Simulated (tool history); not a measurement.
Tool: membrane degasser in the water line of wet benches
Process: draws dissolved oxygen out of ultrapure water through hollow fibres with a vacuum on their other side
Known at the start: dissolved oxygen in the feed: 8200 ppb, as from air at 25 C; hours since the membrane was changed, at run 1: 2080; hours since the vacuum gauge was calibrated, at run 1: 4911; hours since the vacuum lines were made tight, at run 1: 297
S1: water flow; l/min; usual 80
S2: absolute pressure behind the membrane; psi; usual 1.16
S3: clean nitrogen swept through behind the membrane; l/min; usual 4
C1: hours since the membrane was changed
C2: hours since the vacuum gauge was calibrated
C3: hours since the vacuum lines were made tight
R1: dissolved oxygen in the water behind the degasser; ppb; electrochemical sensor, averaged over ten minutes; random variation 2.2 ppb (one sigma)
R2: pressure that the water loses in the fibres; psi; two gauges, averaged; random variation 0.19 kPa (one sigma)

| run | hour | S1 | S2 | S3 | C1 | C2 | C3 | R1 | R2 |
|---|---|---|---|---|---|---|---|---|---|
| 1 | 0 | 80 | 1.16 | 4 | 2080 | 4911 | 297 | 251.5 | 5.665 |
| 2 | 127.3 | 80 | 1.16 | 4 | 2207 | 5039 | 424 | 250 | 5.655 |
| 3 | 243.8 | 80 | 1.16 | 4 | 2324 | 5155 | 540 | 252.6 | 5.667 |
| 4 | 318.5 | 80 | 2.131 | 4 | 2399 | 5230 | 615 | 528.6 | 5.683 |
| 5 | 394.2 | 80 | 2.131 | 4 | 2474 | 5305 | 691 | 522.5 | 5.726 |
| 6 | 523.3 | 80 | 2.131 | 4 | 2603 | 5435 | 820 | 533.3 | 5.694 |
| 7 | 625.8 | 80 | 2.131 | 4 | 2706 | 5537 | 922 | 525.1 | 5.701 |
| 8 | 709.7 | 80 | 1.16 | 4 | 2790 | 5621 | 1006 | 250.4 | 5.678 |
| 9 | 780.8 | 80 | 1.16 | 4 | 2861 | 5692 | 1077 | 256.5 | 5.697 |
| 10 | 844 | 72 | 1.16 | 4 | 2924 | 5755 | 1141 | 224.1 | 5.134 |
| 11 | 920.3 | 80 | 1.16 | 4 | 3000 | 5831 | 1217 | 253.5 | 5.72 |
|  | 930.1 | vacuum gauge calibrated |
| 12 | 979 | 80 | 1.16 | 4 | 3059 | 49 | 1275 | 232.6 | 5.736 |
| 13 | 1060.6 | 80 | 1.16 | 2.14 | 3140 | 131 | 1357 | 373.2 | 5.755 |
| 14 | 1168.3 | 80 | 1.16 | 2.14 | 3248 | 238 | 1464 | 373.3 | 5.7 |
| 15 | 1279 | 68 | 0.827 | 5.6 | 3359 | 349 | 1575 | 83.2 | 4.85 |
| 16 | 1347.1 | 68 | 0.827 | 5.6 | 3427 | 417 | 1643 | 82 | 4.939 |
| 17 | 1474.7 | 68 | 0.827 | 5.6 | 3554 | 545 | 1771 | 83.5 | 4.911 |
| 18 | 1596.2 | 55 | 1.561 | 2.88 | 3676 | 666 | 1892 | 318.2 | 3.971 |
| 19 | 1724.7 | 55 | 1.561 | 2.88 | 3804 | 795 | 2021 | 314.6 | 3.986 |
| 20 | 1846.2 | 124 | 2.149 | 2.63 | 3926 | 916 | 2142 | 1101.9 | 8.988 |
| 21 | 1949 | 81 | 1.16 | 3.25 | 4029 | 1019 | 2245 | 285.8 | 5.865 |
| 22 | 2042.6 | 81 | 1.16 | 3.25 | 4122 | 1112 | 2339 | 283.3 | 5.897 |
| 23 | 2103.2 | 81 | 1.16 | 6.23 | 4183 | 1173 | 2399 | 174.4 | 5.852 |
| 24 | 2179 | 81 | 1.16 | 6.23 | 4259 | 1249 | 2475 | 174.2 | 5.88 |
| 25 | 2295.9 | 73 | 1.007 | 1.9 | 4376 | 1366 | 2592 | 309.1 | 5.285 |
| 26 | 2377.8 | 80 | 1.16 | 4.42 | 4457 | 1448 | 2674 | 225.4 | 5.857 |
| 27 | 2457.2 | 63 | 1.16 | 4 | 4537 | 1527 | 2753 | 179.8 | 4.589 |
| 28 | 2554.4 | 80 | 0.766 | 3.26 | 4634 | 1624 | 2851 | 145.7 | 5.852 |

Hidden state at the last listed run before each entry between runs and at the first one after, where it differs:
Between runs 11 and 12: vacuum gauge calibrated (hour 930.1)
  membrane still open, %: 95.8 -> 95.7; true pressure behind the membrane over the reading, kPa: 0.5 -> 0; air that leaks in behind the membrane, l/min: 0.0072 -> 0.0074
  measured less the result without the state, R1: +26.5 -> +5.6 ppb; R2: +0.239 -> +0.245 psi
